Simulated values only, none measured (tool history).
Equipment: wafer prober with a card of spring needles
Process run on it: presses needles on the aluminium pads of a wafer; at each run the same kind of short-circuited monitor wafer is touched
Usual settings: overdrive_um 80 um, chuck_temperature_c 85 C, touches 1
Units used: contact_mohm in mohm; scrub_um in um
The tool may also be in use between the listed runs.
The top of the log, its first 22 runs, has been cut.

At hour 595.1: tips cleaned on abrasive film.
At hour 609.3: tips cleaned on abrasive film.
At hour 623.3: tips cleaned on abrasive film.
Run 23, hour 623.8: usual settings but overdrive_um 96 um, chuck_temperature_c 76 C. Result: contact_mohm 183 mohm, scrub_um 13.44 um.
At hour 637.9: tips cleaned on abrasive film.
At hour 651.9: tips cleaned on abrasive film.
Run 24, hour 654.6: usual settings but overdrive_um 75 um, chuck_temperature_c 58 C, touches 2. Result: contact_mohm 189 mohm, scrub_um 10.42 um.
At hour 666.7: tips cleaned on abrasive film.
Run 25, hour 677.1: usual settings but chuck_temperature_c 47 C. Result: contact_mohm 234 mohm, scrub_um 11.07 um.
At hour 682.5: tips cleaned on abrasive film.
At hour 696.7: tips cleaned on abrasive film.
Run 26, hour 697.8: usual settings but overdrive_um 65 um, chuck_temperature_c 30 C, touches 2. Result: contact_mohm 180 mohm, scrub_um 9.02 um.
At hour 710.7: tips cleaned on abrasive film.
Run 27, hour 720.6: usual settings but chuck_temperature_c 100 C. Result: contact_mohm 231 mohm, scrub_um 10.84 um.
At hour 725.8: tips cleaned on abrasive film.
At hour 740.1: tips cleaned on abrasive film.
Run 28, hour 749.2: usual settings but chuck_temperature_c 83 C. Result: contact_mohm 226 mohm, scrub_um 10.99 um.
At hour 753.9: tips cleaned on abrasive film.
Run 29, hour 765.3: usual settings but chuck_temperature_c 83 C. Result: contact_mohm 235 mohm, scrub_um 10.89 um.
At hour 767.7: tips cleaned on abrasive film.
At hour 783: tips cleaned on abrasive film.
At hour 796.8: tips cleaned on abrasive film.
Run 30, hour 796.8: usual settings but overdrive_um 86 um, chuck_temperature_c 46 C. Result: contact_mohm 178 mohm, scrub_um 11.74 um.

3 ways to go on from here, each from the tool as it stands after run 30. What would each give?
At hour 810.9: tips cleaned on abrasive film.
Run A, hour 813.8: usual settings but overdrive_um 62 um, chuck_temperature_c 29 C, touches 2. Result: contact_mohm ?, scrub_um ?.
At hour 810.9: tips cleaned on abrasive film.
Run B, hour 813.8: usual settings but overdrive_um 96 um, chuck_temperature_c 51 C. Result: contact_mohm ?, scrub_um ?.
At hour 810.9: tips cleaned on abrasive film.
Run C, hour 813.8: usual settings but chuck_temperature_c 34 C. Result: contact_mohm ?, scrub_um ?.

run  contact_mohm  scrub_um
  A           193      8.42
  B           193     13.15
  C           196     10.85
With no hidden state in the tool, these same runs would have given:
run  contact_mohm  scrub_um
  A           171      8.65
  B           176     13.38
  C           172     11.09
